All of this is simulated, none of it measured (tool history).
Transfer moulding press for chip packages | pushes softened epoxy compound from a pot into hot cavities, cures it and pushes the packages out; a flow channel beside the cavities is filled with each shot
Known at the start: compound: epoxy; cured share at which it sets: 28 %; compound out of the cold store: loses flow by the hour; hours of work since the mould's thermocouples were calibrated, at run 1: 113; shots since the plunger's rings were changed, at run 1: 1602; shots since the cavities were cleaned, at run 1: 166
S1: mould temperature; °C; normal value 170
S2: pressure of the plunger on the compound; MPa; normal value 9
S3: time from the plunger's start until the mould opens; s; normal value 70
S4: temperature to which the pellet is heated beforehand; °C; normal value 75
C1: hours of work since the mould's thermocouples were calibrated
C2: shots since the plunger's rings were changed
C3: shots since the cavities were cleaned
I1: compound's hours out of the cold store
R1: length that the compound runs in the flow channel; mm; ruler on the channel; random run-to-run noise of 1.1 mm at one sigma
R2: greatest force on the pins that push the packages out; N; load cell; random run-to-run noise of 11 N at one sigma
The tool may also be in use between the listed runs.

Run 1, hour 0: usual settings; C1 113; C2 1602; C3 166; I1 20.2. Result: R1 675 mm, R2 629 N.
Run 2, hour 12.6: usual settings; C1 119; C2 1745; C3 309; I1 10.5. Result: R1 704 mm, R2 708 N.
Run 3, hour 27.5: usual settings; C1 126; C2 1915; C3 479; I1 44.4. Result: R1 595 mm, R2 715 N.
At hour 37.6: cavities cleaned with cleaning compound and waxed.
Run 4, hour 40.9: usual settings; C1 131; C2 2050; C3 38; I1 11.4. Result: R1 701 mm, R2 603 N.
Run 5, hour 53.8: usual settings but S1 167 °C; C1 137; C2 2196; C3 184; I1 20.1. Result: R1 678 mm, R2 800 N.
Run 6, hour 64.6: usual settings; C1 142; C2 2319; C3 307; I1 17.6. Result: R1 677 mm, R2 675 N.
Run 7, hour 81.2: usual settings but S3 86 s; C1 150; C2 2507; C3 495; I1 16. Result: R1 681 mm, R2 590 N.
At hour 90.9: cavities cleaned with cleaning compound and waxed.
Run 8, hour 99.6: usual settings but S3 86 s; C1 158; C2 2700; C3 99; I1 23.8. Result: R1 651 mm, R2 494 N.
At hour 103: mould's thermocouples calibrated.
Run 9, hour 113.8: usual settings; C1 5; C2 2839; C3 238; I1 11.5. Result: R1 693 mm, R2 680 N.
Run 10, hour 124.4: usual settings; C1 10; C2 2959; C3 358; I1 42.2. Result: R1 595 mm, R2 690 N.
At hour 139.2: plunger's sealing rings changed.
Run 11, hour 143.8: usual settings but S2 8.71 MPa; C1 18; C2 52; C3 550; I1 41.8. Result: R1 607 mm, R2 725 N.
At hour 148.1: cavities cleaned with cleaning compound and waxed.
Run 12, hour 161: usual settings but S2 8.71 MPa; C1 25; C2 230; C3 146; I1 45.1. Result: R1 596 mm, R2 608 N.
At hour 165.6: mould's thermocouples calibrated, once more.
Run 13, hour 171.5: usual settings but S2 8.71 MPa; C1 3; C2 327; C3 243; I1 20.9. Result: R1 673 mm, R2 660 N.
Run 14, hour 185.4: usual settings but S2 8.71 MPa; C1 9; C2 485; C3 401; I1 32.6. Result: R1 630 mm, R2 692 N.
Run 15, hour 196: usual settings but S2 9.16 MPa, S3 86 s; C1 14; C2 605; C3 521; I1 13.8. Result: R1 711 mm, R2 605 N.
At hour 202.9: cavities cleaned with cleaning compound and waxed.
Run 16, hour 206.9: usual settings but S1 176 °C, S2 7.58 MPa, S3 58 s, S4 83 °C; C1 19; C2 712; C3 46; I1 17.2. Result: R1 619 mm, R2 571 N.
Run 17, hour 221.8: usual settings but S1 176 °C, S2 7.58 MPa, S3 58 s, S4 83 °C; C1 26; C2 881; C3 215; I1 17.6. Result: R1 616 mm, R2 645 N.
Run 18, hour 231.2: usual settings but S1 173 °C, S2 7.58 MPa, S3 103 s, S4 83 °C; C1 30; C2 988; C3 322; I1 31.9. Result: R1 583 mm, R2 539 N.
Run 19, hour 242: usual settings but S4 70 °C; C1 35; C2 1110; C3 444; I1 20.4. Result: R1 678 mm, R2 746 N.

What will run 20 give?
Run 20, hour 250: usual settings but S2 10.03 MPa; C1 39; C2 1201; C3 535; I1 43.2. Result: R1 ?, R2 ?.

{"run 20": {"R1": 639, "R2": 736}}
Were there no unlogged condition in the tool, this run, its random variation unchanged, would have produced R1 648 mm, R2 545 N.
